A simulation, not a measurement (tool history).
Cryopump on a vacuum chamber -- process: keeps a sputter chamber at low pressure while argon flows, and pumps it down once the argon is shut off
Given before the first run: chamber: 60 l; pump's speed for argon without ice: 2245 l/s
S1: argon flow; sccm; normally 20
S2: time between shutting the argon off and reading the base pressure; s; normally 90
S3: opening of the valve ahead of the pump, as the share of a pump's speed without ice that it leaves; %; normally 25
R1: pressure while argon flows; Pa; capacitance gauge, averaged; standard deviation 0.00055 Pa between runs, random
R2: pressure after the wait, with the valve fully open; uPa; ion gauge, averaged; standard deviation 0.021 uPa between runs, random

{"run": 1, "hour": 0.0, "S1": 20, "S2": 90, "S3": 25, "R1": 0.0621, "R2": 1.0}
{"run": 2, "hour": 11.8, "S1": 20, "S2": 90, "S3": 25, "R1": 0.0614, "R2": 1.04}
{"run": 3, "hour": 24.3, "S1": 15, "S2": 90, "S3": 25, "R1": 0.0469, "R2": 1.03}
{"run": 4, "hour": 36.5, "S1": 20, "S2": 45, "S3": 25, "R1": 0.0618, "R2": 1.26}
{"run": 5, "hour": 57.9, "S1": 20, "S2": 45, "S3": 25, "R1": 0.0627, "R2": 1.25}
{"run": 6, "hour": 78.0, "S1": 10, "S2": 45, "S3": 25, "R1": 0.0318, "R2": 1.25}
{"run": 7, "hour": 98.7, "S1": 10, "S2": 45, "S3": 25, "R1": 0.0305, "R2": 1.28}
{"run": 8, "hour": 114.9, "S1": 20, "S2": 82, "S3": 25, "R1": 0.0626, "R2": 1.08}
{"run": 9, "hour": 142.2, "S1": 20, "S2": 90, "S3": 31, "R1": 0.051, "R2": 1.03}
{"run": 10, "hour": 163.0, "S1": 20, "S2": 90, "S3": 24, "R1": 0.066, "R2": 1.1}
{"run": 11, "hour": 186.0, "S1": 20, "S2": 90, "S3": 25, "R1": 0.0631, "R2": 1.09}
{"run": 12, "hour": 204.5, "S1": 20, "S2": 90, "S3": 25, "R1": 0.0624, "R2": 1.1}
{"run": 13, "hour": 215.9, "S1": 20, "S2": 90, "S3": 25, "R1": 0.0628, "R2": 1.1}
{"run": 14, "hour": 231.2, "S1": 20, "S2": 90, "S3": 25, "R1": 0.0628, "R2": 1.14}
{"run": 15, "hour": 251.3, "S1": 20, "S2": 90, "S3": 25, "R1": 0.0637, "R2": 1.13}
{"run": 16, "hour": 271.6, "S1": 20, "S2": 90, "S3": 25, "R1": 0.0635, "R2": 1.14}
{"run": 17, "hour": 293.3, "S1": 20, "S2": 90, "S3": 25, "R1": 0.0641, "R2": 1.15}
{"run": 18, "hour": 314.7, "S1": 20, "S2": 90, "S3": 40, "R1": 0.041, "R2": 1.18}
{"run": 19, "hour": 341.9, "S1": 20, "S2": 90, "S3": 40, "R1": 0.0412, "R2": 1.18}
{"run": 20, "hour": 363.8, "S1": 37, "S2": 257, "S3": 40, "R1": 0.0778, "R2": 1.01}
{"run": 21, "hour": 384.2, "S1": 11, "S2": 32, "S3": 28, "R1": 0.0313, "R2": 1.68}
{"run": 22, "hour": 404.7, "S1": 11, "S2": 32, "S3": 20, "R1": 0.0442, "R2": 1.64}
{"run": 23, "hour": 427.1, "S1": 22, "S2": 90, "S3": 32, "R1": 0.0551, "R2": 1.21}
{"run": 24, "hour": 447.9, "S1": 22, "S2": 90, "S3": 31, "R1": 0.0584, "R2": 1.29}
{"hour": 454.9, "done": "leaking fittings of the chamber tightened, without venting"}
{"run": 25, "hour": 468.5, "S1": 20, "S2": 36, "S3": 25, "R1": 0.0653, "R2": 0.84}
{"run": 26, "hour": 486.8, "S1": 20, "S2": 36, "S3": 25, "R1": 0.0636, "R2": 0.77}
{"run": 27, "hour": 514.0, "S1": 20, "S2": 36, "S3": 25, "R1": 0.0655, "R2": 0.83}
{"run": 28, "hour": 525.8, "S1": 34, "S2": 90, "S3": 25, "R1": 0.1121, "R2": 0.4}
{"run": 29, "hour": 540.9, "S1": 28, "S2": 90, "S3": 48, "R1": 0.0514, "R2": 0.46}
{"run": 30, "hour": 554.8, "S1": 39, "S2": 35, "S3": 25, "R1": 0.128, "R2": 0.83}
{"run": 31, "hour": 573.7, "S1": 39, "S2": 35, "S3": 25, "R1": 0.128, "R2": 0.8}
{"hour": 601.4, "done": "pump warmed up, emptied and cooled again"}
{"run": 32, "hour": 606.2, "S1": 39, "S2": 35, "S3": 25, "R1": 0.1186, "R2": 0.76}
{"run": 33, "hour": 620.3, "S1": 39, "S2": 35, "S3": 25, "R1": 0.1181, "R2": 0.75}

4 ways to go on from here, each from the tool as it stands after run 33. What would each give?
{"run": "A", "hour": 647.5, "S1": 39, "S2": 207, "S3": 25, "R1": "?", "R2": "?"}
{"run": "B", "hour": 647.5, "S1": 20, "S2": 90, "S3": 22, "R1": "?", "R2": "?"}
{"run": "C", "hour": 647.5, "S1": 26, "S2": 90, "S3": 20, "R1": "?", "R2": "?"}
{"run": "D", "hour": 647.5, "S1": 35, "S2": 66, "S3": 20, "R1": "?", "R2": "?"}

run=A R1=0.1184 R2=0.31
run=B R1=0.0688 R2=0.42
run=C R1=0.0985 R2=0.41
run=D R1=0.1326 R2=0.50
With no hidden state in the tool, these same runs would have given:
run=A R1=0.1177 R2=0.26
run=B R1=0.0684 R2=0.37
run=C R1=0.0979 R2=0.36
run=D R1=0.1319 R2=0.45
